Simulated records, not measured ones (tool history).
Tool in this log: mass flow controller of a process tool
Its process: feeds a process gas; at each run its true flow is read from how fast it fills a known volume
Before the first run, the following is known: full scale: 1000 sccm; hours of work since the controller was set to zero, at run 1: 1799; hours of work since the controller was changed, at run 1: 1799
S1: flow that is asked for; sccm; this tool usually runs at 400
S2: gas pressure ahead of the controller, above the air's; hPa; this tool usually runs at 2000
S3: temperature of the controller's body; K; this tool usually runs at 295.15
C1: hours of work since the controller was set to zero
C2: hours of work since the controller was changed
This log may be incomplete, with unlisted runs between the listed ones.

run 1 day=0 | S1=400 S2=2000 S3=295.15 | C1=1799 C2=1799 | true_flow_(%)=100.08
run 2 day=15.742 | S1=400 S2=2000 S3=295.15 | C1=1926 C2=1926 | true_flow_(%)=100.02
run 3 day=24.288 | S1=400 S2=2000 S3=310.15 | C1=1995 C2=1995 | true_flow_(%)=98.36
run 4 day=37.138 | S1=400 S2=2000 S3=310.15 | C1=2099 C2=2099 | true_flow_(%)=98.24
run 5 day=51.225 | S1=400 S2=1560 S3=310.15 | C1=2213 C2=2213 | true_flow_(%)=97.91
run 6 day=62.792 | S1=400 S2=1560 S3=310.15 | C1=2307 C2=2307 | true_flow_(%)=97.76
run 7 day=70.758 | S1=400 S2=1560 S3=297.15 | C1=2371 C2=2371 | true_flow_(%)=98.96
run 8 day=85.212 | S1=400 S2=1560 S3=297.15 | C1=2488 C2=2488 | true_flow_(%)=98.84
run 9 day=100.883 | S1=400 S2=2000 S3=295.15 | C1=2615 C2=2615 | true_flow_(%)=98.92
run 10 day=112.083 | S1=400 S2=2000 S3=295.15 | C1=2706 C2=2706 | true_flow_(%)=98.86
run 11 day=126.767 | S1=400 S2=2000 S3=295.15 | C1=2825 C2=2825 | true_flow_(%)=98.6
run 12 day=134.788 | S1=400 S2=2000 S3=297.15 | C1=2889 C2=2889 | true_flow_(%)=98.42
run 13 day=151.808 | S1=400 S2=1580 S3=295.15 | C1=3027 C2=3027 | true_flow_(%)=98.2
run 14 day=161.746 | S1=400 S2=2000 S3=295.15 | C1=3107 C2=3107 | true_flow_(%)=98.28
run 15 day=175.325 | S1=400 S2=2000 S3=295.15 | C1=3217 C2=3217 | true_flow_(%)=98.25
run 16 day=191.554 | S1=108 S2=2000 S3=295.15 | C1=3349 C2=3349 | true_flow_(%)=97.9
run 17 day=199.021 | S1=108 S2=2000 S3=295.15 | C1=3409 C2=3409 | true_flow_(%)=97.82
-- day=209.979 gauge calibrated
run 18 day=210.421 | S1=108 S2=2000 S3=295.15 | C1=3501 C2=3501 | true_flow_(%)=99.98
run 19 day=218.371 | S1=108 S2=2000 S3=295.15 | C1=3566 C2=3566 | true_flow_(%)=99.97
run 20 day=230.025 | S1=615 S2=1760 S3=306.15 | C1=3660 C2=3660 | true_flow_(%)=98.81
run 21 day=246.029 | S1=615 S2=1760 S3=306.15 | C1=3789 C2=3789 | true_flow_(%)=98.59
run 22 day=263.042 | S1=181 S2=1600 S3=312.15 | C1=3927 C2=3927 | true_flow_(%)=97.57
run 23 day=279.65 | S1=181 S2=1600 S3=312.15 | C1=4061 C2=4061 | true_flow_(%)=97.34
run 24 day=290.742 | S1=181 S2=2310 S3=312.15 | C1=4151 C2=4151 | true_flow_(%)=97.67
run 25 day=298.462 | S1=181 S2=1740 S3=301.15 | C1=4213 C2=4213 | true_flow_(%)=98.48
run 26 day=310.517 | S1=181 S2=1740 S3=301.15 | C1=4311 C2=4311 | true_flow_(%)=98.24
run 27 day=327.217 | S1=181 S2=1740 S3=301.15 | C1=4446 C2=4446 | true_flow_(%)=98.21
run 28 day=337.721 | S1=392 S2=2000 S3=300.15 | C1=4531 C2=4531 | true_flow_(%)=98.18
run 29 day=344.867 | S1=184 S2=1930 S3=295.15 | C1=4589 C2=4589 | true_flow_(%)=98.48
run 30 day=351.933 | S1=135 S2=1450 S3=295.15 | C1=4646 C2=4646 | true_flow_(%)=98.39
run 31 day=359.542 | S1=135 S2=1450 S3=295.15 | C1=4708 C2=4708 | true_flow_(%)=98.16
run 32 day=374.162 | S1=564 S2=2650 S3=295.15 | C1=4826 C2=4826 | true_flow_(%)=98.61
run 33 day=390.658 | S1=400 S2=2110 S3=295.15 | C1=4959 C2=4959 | true_flow_(%)=98.12
run 34 day=405.808 | S1=447 S2=2000 S3=295.15 | C1=5082 C2=5082 | true_flow_(%)=97.85
run 35 day=417.75 | S1=400 S2=2780 S3=295.15 | C1=5178 C2=5178 | true_flow_(%)=98.01

Take each entry between the runs: how does the hidden state at the last listed run before it differ from the hidden state at the first listed run after it?
Between runs 17 and 18: gauge calibrated (day 209.979)
  drift of the gauge itself on true_pct, %: -2.23 -> 0
  measured minus no-state result, true flow (%): -2.21 -> +0.02
